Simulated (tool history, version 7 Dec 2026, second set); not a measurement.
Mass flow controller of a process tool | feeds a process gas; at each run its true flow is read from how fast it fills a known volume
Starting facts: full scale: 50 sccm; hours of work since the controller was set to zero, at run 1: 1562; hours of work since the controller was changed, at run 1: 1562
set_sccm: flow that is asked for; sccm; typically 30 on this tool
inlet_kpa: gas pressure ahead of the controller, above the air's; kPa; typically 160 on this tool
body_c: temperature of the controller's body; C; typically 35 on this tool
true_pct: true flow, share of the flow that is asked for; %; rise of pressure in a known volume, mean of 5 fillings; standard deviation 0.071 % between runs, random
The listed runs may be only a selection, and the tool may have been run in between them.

run    hour  set_sccm  inlet_kpa  body_c  hours of work since the controller was set to zero  hours of work since the controller was changed  true_pct
  1       0        30        160      35                                                1562                                            1562    100.59
  2    71.4        30        160      35                                                1612                                            1612     100.5
  3   165.5        30        160      23                                                1677                                            1677     99.24
  4   280.3        30        160      23                                                1757                                            1757     99.18
  5     347        30        160      23                                                1803                                            1803     99.38
  6   469.8        30        160      23                                                1888                                            1888     99.37
  7   577.9        15        160      35                                                1963                                            1963     100.3
  8   645.8        15        160      35                                                2011                                            2011     100.3
  9   750.2        30        160      35                                                2083                                            2083    100.84
 10   830.6        30        170      35                                                2139                                            2139    100.87
 11   955.1        30        170      35                                                2225                                            2225    100.91
 12  1084.6        30        170      35                                                2315                                            2315    101.07
 13    1213        30        170      35                                                2404                                            2404    101.13
 14  1276.8        30        170      35                                                2448                                            2448    101.16
 15    1351        30        160      35                                                2500                                            2500    101.37
 16  1415.9        20        160      35                                                2545                                            2545    100.86
 17    1538        30        160      35                                                2630                                            2630    101.41
 18  1668.3        30        160      35                                                2720                                            2720    101.54
 19  1737.7        30        160      35                                                2768                                            2768    101.57
 20  1795.9        30        160      35                                                2809                                            2809     101.5
 21  1867.2        30        160      35                                                2858                                            2858    101.52
 22  1939.3        30        185      35                                                2908                                            2908    101.49
 23  2070.9        30        160      21                                                2999                                            2999     100.1
 24  2131.8        17        260      24                                                3042                                            3042     99.35
 25  2243.8        30        263      25                                                3119                                            3119    100.08
 26  2361.8         9        206      33                                                3201                                            3201     100.4
 27  2430.4         5        195      39                                                3249                                            3249    101.24
 28  2509.3         5        195      39                                                3304                                            3304    101.12
 29  2575.3        26        162      35                                                3349                                            3349    101.85
 30    2699        26        162      35                                                3435                                            3435    101.83
 31  2805.5        26        162      35                                                3509                                            3509    101.96
 32  2924.3        26        201      35                                                3592                                            3592    101.89
 33  3015.6         9        180      35                                                3655                                            3655    101.17
 34  3072.3        14        169      20                                                3694                                            3694     99.72
 35  3173.6        14        169      20                                                3765                                            3765     99.89
 36    3282        14        169      20                                                3840                                            3840     99.83
 37  3358.3        14        169      20                                                3893                                            3893    100.01
 38  3488.8        26        229      30                                                3983                                            3983    101.53
 39  3545.9        32        180      25                                                4023                                            4023    101.42
 40  3644.4         6        180      38                                                4091                                            4091    101.85
 41    3763        12        160      30                                                4174                                            4174     101.2
     3886.7  -- gauge calibrated
 42    3890        19        203      38                                                4262                                            4262    100.09
 43  4024.8        19        203      38                                                4355                                            4355    100.32

Hidden condition of the tool, last listed run before each entry between runs versus first listed run after:
After run 41, before run 42: gauge calibrated (hour 3886.7)
  drift of the gauge itself on true_pct, %: 2.2 -> 0
  what was measured, less what the result would be without the hidden state, true_pct: +2.16 -> -0.02 %

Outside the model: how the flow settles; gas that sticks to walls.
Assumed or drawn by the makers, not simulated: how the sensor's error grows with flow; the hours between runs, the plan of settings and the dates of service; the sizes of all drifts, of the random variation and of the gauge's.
